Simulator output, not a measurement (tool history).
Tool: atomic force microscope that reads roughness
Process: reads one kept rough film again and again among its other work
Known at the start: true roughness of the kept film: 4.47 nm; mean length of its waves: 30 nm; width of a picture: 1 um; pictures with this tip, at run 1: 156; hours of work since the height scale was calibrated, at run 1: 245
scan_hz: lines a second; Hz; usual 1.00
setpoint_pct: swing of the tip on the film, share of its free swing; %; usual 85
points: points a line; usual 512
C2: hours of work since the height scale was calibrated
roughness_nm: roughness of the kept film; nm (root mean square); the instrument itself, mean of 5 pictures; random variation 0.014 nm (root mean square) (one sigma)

{"run": 1, "hour": 0.0, "scan_hz": 1.0, "setpoint_pct": 85, "points": 512, "pictures with this tip": 156, "C2": 245, "roughness_nm": 2.616}
{"run": 2, "hour": 68.4, "scan_hz": 1.0, "setpoint_pct": 85, "points": 512, "pictures with this tip": 217, "C2": 273, "roughness_nm": 2.452}
{"run": 3, "hour": 138.8, "scan_hz": 1.0, "setpoint_pct": 85, "points": 512, "pictures with this tip": 279, "C2": 303, "roughness_nm": 2.307}
{"run": 4, "hour": 196.3, "scan_hz": 1.0, "setpoint_pct": 85, "points": 512, "pictures with this tip": 330, "C2": 327, "roughness_nm": 2.165}
{"run": 5, "hour": 242.0, "scan_hz": 0.68, "setpoint_pct": 85, "points": 512, "pictures with this tip": 370, "C2": 347, "roughness_nm": 2.16}
{"hour": 257.4, "done": "new tip fitted"}
{"run": 6, "hour": 284.3, "scan_hz": 1.0, "setpoint_pct": 85, "points": 512, "pictures with this tip": 24, "C2": 364, "roughness_nm": 3.12}
{"run": 7, "hour": 352.7, "scan_hz": 1.0, "setpoint_pct": 85, "points": 512, "pictures with this tip": 84, "C2": 393, "roughness_nm": 2.849}
{"run": 8, "hour": 385.0, "scan_hz": 1.0, "setpoint_pct": 85, "points": 512, "pictures with this tip": 113, "C2": 407, "roughness_nm": 2.743}
{"run": 9, "hour": 425.5, "scan_hz": 1.0, "setpoint_pct": 85, "points": 512, "pictures with this tip": 149, "C2": 424, "roughness_nm": 2.635}
{"run": 10, "hour": 472.5, "scan_hz": 1.0, "setpoint_pct": 85, "points": 512, "pictures with this tip": 190, "C2": 443, "roughness_nm": 2.513}
{"run": 11, "hour": 524.1, "scan_hz": 1.0, "setpoint_pct": 85, "points": 512, "pictures with this tip": 236, "C2": 465, "roughness_nm": 2.373}
{"run": 12, "hour": 576.9, "scan_hz": 1.0, "setpoint_pct": 85, "points": 512, "pictures with this tip": 283, "C2": 487, "roughness_nm": 2.262}
{"run": 13, "hour": 640.0, "scan_hz": 1.0, "setpoint_pct": 85, "points": 512, "pictures with this tip": 338, "C2": 514, "roughness_nm": 2.114}
{"hour": 647.2, "done": "height scale calibrated on a step standard"}
{"run": 14, "hour": 676.6, "scan_hz": 1.0, "setpoint_pct": 85, "points": 512, "pictures with this tip": 370, "C2": 12, "roughness_nm": 2.035}
{"hour": 690.5, "done": "new tip fitted"}
{"run": 15, "hour": 731.6, "scan_hz": 1.0, "setpoint_pct": 85, "points": 512, "pictures with this tip": 36, "C2": 35, "roughness_nm": 3.056}
{"run": 16, "hour": 800.8, "scan_hz": 1.0, "setpoint_pct": 85, "points": 512, "pictures with this tip": 97, "C2": 65, "roughness_nm": 2.841}
{"run": 17, "hour": 850.6, "scan_hz": 1.0, "setpoint_pct": 85, "points": 512, "pictures with this tip": 141, "C2": 85, "roughness_nm": 2.652}
{"run": 18, "hour": 922.1, "scan_hz": 1.0, "setpoint_pct": 85, "points": 512, "pictures with this tip": 204, "C2": 116, "roughness_nm": 2.472}
{"hour": 958.9, "done": "height scale calibrated on a step standard, once more"}
{"run": 19, "hour": 991.0, "scan_hz": 1.0, "setpoint_pct": 85, "points": 512, "pictures with this tip": 264, "C2": 14, "roughness_nm": 2.297}
{"run": 20, "hour": 1035.9, "scan_hz": 1.0, "setpoint_pct": 85, "points": 576, "pictures with this tip": 304, "C2": 32, "roughness_nm": 2.226}
{"run": 21, "hour": 1104.6, "scan_hz": 1.0, "setpoint_pct": 85, "points": 576, "pictures with this tip": 365, "C2": 61, "roughness_nm": 2.088}
{"hour": 1127.2, "done": "new tip fitted"}
{"run": 22, "hour": 1137.2, "scan_hz": 1.0, "setpoint_pct": 85, "points": 576, "pictures with this tip": 9, "C2": 75, "roughness_nm": 3.209}
{"run": 23, "hour": 1172.3, "scan_hz": 1.0, "setpoint_pct": 58, "points": 512, "pictures with this tip": 40, "C2": 90, "roughness_nm": 3.383}
{"run": 24, "hour": 1244.2, "scan_hz": 1.0, "setpoint_pct": 58, "points": 512, "pictures with this tip": 104, "C2": 120, "roughness_nm": 3.141}
{"run": 25, "hour": 1290.2, "scan_hz": 1.16, "setpoint_pct": 58, "points": 512, "pictures with this tip": 144, "C2": 139, "roughness_nm": 2.945}
{"run": 26, "hour": 1345.1, "scan_hz": 3.12, "setpoint_pct": 73, "points": 337, "pictures with this tip": 193, "C2": 162, "roughness_nm": 2.294}
{"run": 27, "hour": 1408.2, "scan_hz": 1.0, "setpoint_pct": 66, "points": 512, "pictures with this tip": 249, "C2": 189, "roughness_nm": 2.571}
{"run": 28, "hour": 1446.5, "scan_hz": 1.0, "setpoint_pct": 66, "points": 512, "pictures with this tip": 282, "C2": 205, "roughness_nm": 2.48}
{"run": 29, "hour": 1485.3, "scan_hz": 1.0, "setpoint_pct": 85, "points": 512, "pictures with this tip": 317, "C2": 221, "roughness_nm": 2.182}
{"run": 30, "hour": 1543.8, "scan_hz": 2.33, "setpoint_pct": 85, "points": 512, "pictures with this tip": 368, "C2": 246, "roughness_nm": 1.793}
{"hour": 1561.9, "done": "new tip fitted"}
{"run": 31, "hour": 1575.7, "scan_hz": 1.59, "setpoint_pct": 85, "points": 517, "pictures with this tip": 12, "C2": 259, "roughness_nm": 2.928}
{"run": 32, "hour": 1607.6, "scan_hz": 1.0, "setpoint_pct": 63, "points": 310, "pictures with this tip": 40, "C2": 273, "roughness_nm": 3.277}
{"run": 33, "hour": 1649.5, "scan_hz": 1.0, "setpoint_pct": 85, "points": 506, "pictures with this tip": 77, "C2": 290, "roughness_nm": 2.848}
{"run": 34, "hour": 1698.9, "scan_hz": 1.0, "setpoint_pct": 85, "points": 506, "pictures with this tip": 121, "C2": 311, "roughness_nm": 2.676}
{"run": 35, "hour": 1756.4, "scan_hz": 1.0, "setpoint_pct": 85, "points": 506, "pictures with this tip": 172, "C2": 335, "roughness_nm": 2.517}
{"run": 36, "hour": 1826.8, "scan_hz": 1.0, "setpoint_pct": 73, "points": 506, "pictures with this tip": 234, "C2": 365, "roughness_nm": 2.499}
{"run": 37, "hour": 1895.9, "scan_hz": 1.0, "setpoint_pct": 73, "points": 506, "pictures with this tip": 295, "C2": 394, "roughness_nm": 2.309}
{"run": 38, "hour": 1935.7, "scan_hz": 1.0, "setpoint_pct": 73, "points": 506, "pictures with this tip": 330, "C2": 411, "roughness_nm": 2.239}
{"run": 39, "hour": 1993.1, "scan_hz": 3.02, "setpoint_pct": 70, "points": 423, "pictures with this tip": 381, "C2": 435, "roughness_nm": 1.892}
{"hour": 1997.4, "done": "new tip fitted"}
{"run": 40, "hour": 2061.3, "scan_hz": 1.81, "setpoint_pct": 62, "points": 778, "pictures with this tip": 57, "C2": 464, "roughness_nm": 3.183}
{"run": 41, "hour": 2096.8, "scan_hz": 1.0, "setpoint_pct": 69, "points": 472, "pictures with this tip": 88, "C2": 479, "roughness_nm": 3.067}
{"run": 42, "hour": 2157.1, "scan_hz": 0.6, "setpoint_pct": 86, "points": 512, "pictures with this tip": 142, "C2": 504, "roughness_nm": 2.774}
{"run": 43, "hour": 2224.1, "scan_hz": 0.6, "setpoint_pct": 86, "points": 512, "pictures with this tip": 201, "C2": 532, "roughness_nm": 2.598}
{"run": 44, "hour": 2262.8, "scan_hz": 0.72, "setpoint_pct": 62, "points": 512, "pictures with this tip": 235, "C2": 549, "roughness_nm": 2.648}
{"run": 45, "hour": 2312.4, "scan_hz": 0.72, "setpoint_pct": 62, "points": 413, "pictures with this tip": 279, "C2": 569, "roughness_nm": 2.505}
{"run": 46, "hour": 2371.1, "scan_hz": 2.68, "setpoint_pct": 72, "points": 329, "pictures with this tip": 331, "C2": 594, "roughness_nm": 2.032}

Hidden state or all else? Some run-to-run changes of roughness_nm, split into what the settings, what came in and random variation would give without the hidden state, and what is left for the hidden state (with any gauge scatter that isn't in both results):
The hidden state here: radius of the tip, nm; height scale over the true one, %; drift of the gauge itself on roughness_nm, %.
Run 5 -> 6: scan_hz 0.68 -> 1.00, new tip fitted. roughness_nm +0.960 nm (root mean square): hidden state +1.085, all else -0.125.
Run 14 -> 15: new tip fitted. roughness_nm +1.021 nm (root mean square): hidden state +1.002, all else +0.019.
Run 21 -> 22: new tip fitted. roughness_nm +1.121 nm (root mean square): hidden state +1.123, all else -0.002.
Run 30 -> 31: scan_hz 2.33 -> 1.59, points 512 -> 517, new tip fitted. roughness_nm +1.135 nm (root mean square): hidden state +0.901, all else +0.234.
Run 39 -> 40: scan_hz 3.02 -> 1.81, setpoint_pct 70 -> 62, points 423 -> 778, new tip fitted. roughness_nm +1.291 nm (root mean square): hidden state +0.884, all else +0.407.

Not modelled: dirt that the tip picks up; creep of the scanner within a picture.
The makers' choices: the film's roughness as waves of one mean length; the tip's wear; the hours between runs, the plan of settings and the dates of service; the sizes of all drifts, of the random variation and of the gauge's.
